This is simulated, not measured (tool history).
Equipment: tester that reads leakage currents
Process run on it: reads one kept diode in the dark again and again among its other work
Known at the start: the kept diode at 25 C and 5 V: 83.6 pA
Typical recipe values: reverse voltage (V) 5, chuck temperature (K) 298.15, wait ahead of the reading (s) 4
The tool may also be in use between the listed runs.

run      day  reverse voltage (V)  chuck temperature (K)  wait ahead of the reading (s)  current that the tester gives (pA)
  1        0                    5                 298.15                              4                               83.99
  2    6.967                    5                 298.15                              4                               84.78
  3    16.65                    5                 298.15                              4                                83.7
  4    25.25                    5                 298.15                              4                               83.51
  5   29.383                    5                 298.15                              4                               83.85
  6     39.1                    5                 298.15                              4                                83.5
  7   46.654                 5.52                 298.15                              4                               87.86
  8   53.533                 5.52                 298.15                              4                               88.03
  9   59.879                    5                 299.15                              4                               91.03
 10   66.362                    5                 299.15                              4                               91.17
 11   71.042                    5                 299.15                              4                               91.33
 12   78.788                    5                 299.15                              4                               91.59
 13   85.417                    5                 298.15                              4                               83.84
 14   90.767                    5                 298.15                              4                               83.33
 15       95                    5                 300.15                              4                               99.21
 16  104.129                    5                 300.15                              4                               99.44
 17  111.871                    5                 300.15                              4                               99.16
 18  121.283                    5                 300.15                              4                               99.62
 19  127.479                    5                 314.15                              4                              308.75
 20  131.612                    5                 314.15                              4                              308.88
 21  135.779                 2.65                 333.15                              4                              928.78
 22  144.721                 2.65                 333.15                              4                              924.74
 23  149.146                 2.84                 298.15                           6.55                               65.11
 24  154.196                 2.84                 298.15                           6.55                               64.67
 25  161.258                 6.55                 331.15                              4                             1203.23
 26  167.538                 1.37                 297.15                              4                               42.86
 27  172.088                 2.33                 298.15                           5.93                               59.35
 28  178.483                 2.33                 298.15                           5.93                               59.68
 29  188.262                 2.33                 294.15                           5.98                               41.96
 30  195.512                11.76                 298.15                            5.9                              123.37
 31  199.546                 3.47                 298.15                              4                               71.36
 32  204.092                 3.47                 322.15                           5.18                              478.39
 33  211.275                 5.97                 317.15                           5.24                              420.64
 34  220.546                 1.71                 328.15                           1.82                               535.3
 35  227.358                 2.04                 315.15                            0.7                              223.83
 36  234.775                 2.04                 315.15                            0.7                              223.57
 37  243.992                 2.04                 315.15                            0.7                              223.06
 38  253.854                 2.04                 315.15                            0.7                              222.75
 39  258.333                    5                 331.15                              4                             1077.46
 40  262.962                 6.98                 304.15                           7.49                              161.37

Withheld: 6 entries from between the runs. Position of each, and hidden state at the listed run before versus the listed run after:
Logged between run 2 and run 3: probe card cleaned and baked (day 15.371)
  stray current of the dirty probe card, pA a volt: 0.026 -> 0.02
  measured value less the no-hidden-state value, current that the tester gives (pA): +0 -> -0.03
Logged between run 15 and run 16: chuck's temperature calibrated (day 101.842)
  stray current of the dirty probe card, pA a volt: 0.024 -> 0.025; true chuck temperature over the reading, C: -0.01 -> 0
  measured value less the no-hidden-state value, current that the tester gives (pA): -0.11 -> +0.02
Logged between run 18 and run 19: probe card cleaned and baked (day 123.296)
  stray current of the dirty probe card, pA a volt: 0.026 -> 0.02
  measured value less the no-hidden-state value, current that the tester gives (pA): +0 -> -0.09
Logged between run 29 and run 30: tester calibrated (day 189.15)
  current scale over the true one, %: -0.02 -> 0
  measured value less the no-hidden-state value, current that the tester gives (pA): -0.03 -> -0.06
Logged between run 35 and run 36: probe card cleaned and baked (day 231.388); chuck's temperature calibrated (day 231.471)
  stray current of the dirty probe card, pA a volt: 0.026 -> 0.02; true chuck temperature over the reading, C: -0.01 -> 0
  measured value less the no-hidden-state value, current that the tester gives (pA): -0.23 -> +0.01

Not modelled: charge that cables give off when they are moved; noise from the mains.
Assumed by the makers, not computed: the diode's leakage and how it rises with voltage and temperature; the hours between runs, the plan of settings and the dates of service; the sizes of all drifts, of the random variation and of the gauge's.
